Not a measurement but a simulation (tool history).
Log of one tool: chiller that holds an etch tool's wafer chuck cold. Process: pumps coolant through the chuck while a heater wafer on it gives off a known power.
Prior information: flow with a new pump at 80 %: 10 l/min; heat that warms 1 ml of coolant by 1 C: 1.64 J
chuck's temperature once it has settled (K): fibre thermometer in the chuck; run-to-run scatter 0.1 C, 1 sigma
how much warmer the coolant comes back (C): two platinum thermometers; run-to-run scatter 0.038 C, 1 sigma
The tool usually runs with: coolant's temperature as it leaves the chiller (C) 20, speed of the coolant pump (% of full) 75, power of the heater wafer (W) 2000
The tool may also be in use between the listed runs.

run,day,coolant's temperature as it leaves the chiller (C),speed of the coolant pump (% of full),power of the heater wafer (W),chuck's temperature once it has settled (K),how much warmer the coolant comes back (C)
1,0,20,75,2000,309.75,7.88
2,1.704,20,75,2000,309.85,7.89
3,2.742,20,75,2000,309.95,7.89
4,3.833,20,75,2000,309.95,7.93
5,4.671,20,75,2000,309.95,7.95
6,5.983,20,75,2000,309.85,7.86
7,7.212,20,75,2000,310.05,7.96
8,8.367,20,75,2000,310.15,7.92
9,9.825,20,75,2000,310.05,7.94
10,11.104,20,75,2719,316.05,10.85
11,12.808,20,75,2719,316.35,10.79
12,14.179,20,75,2719,316.05,10.79
13,15.075,20,75,2719,316.15,10.83
14,15.912,24,75,2000,314.15,7.96
15,17.442,24,75,2000,314.15,7.97
16,18.171,24,75,2000,314.05,7.96
17,19.912,29,61,1317,314.85,6.5
18,20.688,29,61,1317,314.75,6.43
19,22.325,29,61,1317,314.85,6.48
20,23.962,25,98,1094,306.05,3.41
21,25.154,20,90,2459,311.85,8.23
22,26.775,14,90,2695,307.75,9.11
23,28.208,14,90,2695,307.55,9.04
24,29,12,96,2185,301.25,6.85
25,30.538,12,96,2185,301.25,6.95
26,31.504,29,69,2060,320.65,8.97
27,32.954,17,75,2081,307.95,8.3
28,34.554,17,75,2081,307.85,8.3

The next listed run, before its measurement:
29,35.567,17,75,2081,?,?

chuck's temperature once it has settled (K): 307.95
how much warmer the coolant comes back (C): 8.38
Without the tool's hidden state the same run would have given chuck's temperature once it has settled (K) 307.05, how much warmer the coolant comes back (C) 8.14.
